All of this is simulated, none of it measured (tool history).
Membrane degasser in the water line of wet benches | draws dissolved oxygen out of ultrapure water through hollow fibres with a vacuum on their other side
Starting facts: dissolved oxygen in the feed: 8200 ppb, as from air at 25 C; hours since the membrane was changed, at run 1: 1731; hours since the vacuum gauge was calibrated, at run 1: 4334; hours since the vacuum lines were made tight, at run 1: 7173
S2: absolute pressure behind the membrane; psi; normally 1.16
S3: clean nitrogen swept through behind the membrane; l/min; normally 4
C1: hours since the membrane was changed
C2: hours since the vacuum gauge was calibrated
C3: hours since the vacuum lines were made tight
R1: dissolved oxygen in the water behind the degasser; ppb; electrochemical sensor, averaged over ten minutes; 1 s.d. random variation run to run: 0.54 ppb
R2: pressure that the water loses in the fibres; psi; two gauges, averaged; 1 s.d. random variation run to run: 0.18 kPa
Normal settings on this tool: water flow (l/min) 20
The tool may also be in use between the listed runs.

run 1 hour=0 | water_flow_(l/min)=20 S2=1.16 S3=4 | C1=1731 C2=4334 C3=7173 | R1=64 R2=4.582
run 2 hour=73.6 | water_flow_(l/min)=20 S2=1.16 S3=4 | C1=1804 C2=4407 C3=7247 | R1=64.4 R2=4.531
run 3 hour=210.1 | water_flow_(l/min)=20 S2=1.16 S3=9.53 | C1=1941 C2=4544 C3=7383 | R1=29.3 R2=4.541
run 4 hour=321.5 | water_flow_(l/min)=20 S2=1.16 S3=9.53 | C1=2052 C2=4655 C3=7495 | R1=29.3 R2=4.577
run 5 hour=409.3 | water_flow_(l/min)=20 S2=1.16 S3=9.53 | C1=2140 C2=4743 C3=7582 | R1=28.7 R2=4.557
run 6 hour=527.1 | water_flow_(l/min)=20 S2=1.16 S3=4 | C1=2258 C2=4861 C3=7700 | R1=63.2 R2=4.58
run 7 hour=680.6 | water_flow_(l/min)=20 S2=1.16 S3=4 | C1=2411 C2=5014 C3=7854 | R1=63.9 R2=4.631
run 8 hour=835.2 | water_flow_(l/min)=20 S2=1.16 S3=4 | C1=2566 C2=5169 C3=8008 | R1=63.5 R2=4.577
run 9 hour=923 | water_flow_(l/min)=20 S2=1.16 S3=4 | C1=2654 C2=5257 C3=8096 | R1=63.7 R2=4.599
run 10 hour=1086.8 | water_flow_(l/min)=20 S2=1.16 S3=4 | C1=2818 C2=5420 C3=8260 | R1=65.1 R2=4.593
run 11 hour=1205.7 | water_flow_(l/min)=20 S2=1.16 S3=4 | C1=2936 C2=5539 C3=8379 | R1=64.4 R2=4.583
run 12 hour=1382.1 | water_flow_(l/min)=13 S2=1.16 S3=4 | C1=3113 C2=5716 C3=8555 | R1=41.9 R2=2.981
run 13 hour=1489.6 | water_flow_(l/min)=20 S2=1.16 S3=5.97 | C1=3220 C2=5823 C3=8663 | R1=45.1 R2=4.598
run 14 hour=1567.8 | water_flow_(l/min)=20 S2=1.16 S3=5.97 | C1=3299 C2=5901 C3=8741 | R1=45.3 R2=4.58
run 15 hour=1737.4 | water_flow_(l/min)=20 S2=1.16 S3=4 | C1=3468 C2=6071 C3=8910 | R1=65.1 R2=4.572
run 16 hour=1911.2 | water_flow_(l/min)=20 S2=1.16 S3=4 | C1=3642 C2=6245 C3=9084 | R1=64.8 R2=4.606

Forecast run 17:
run 17 hour=2032.9 | water_flow_(l/min)=30 S2=1.355 S3=2.47 | C1=3764 C2=6367 C3=9206 | R1=? R2=?

Run 17 measured R1 189.5 ppb, R2 6.914 psi.
Were there no unlogged condition in the tool, this run, its random variation unchanged, would have produced R1 181.2 ppb, R2 6.781 psi.

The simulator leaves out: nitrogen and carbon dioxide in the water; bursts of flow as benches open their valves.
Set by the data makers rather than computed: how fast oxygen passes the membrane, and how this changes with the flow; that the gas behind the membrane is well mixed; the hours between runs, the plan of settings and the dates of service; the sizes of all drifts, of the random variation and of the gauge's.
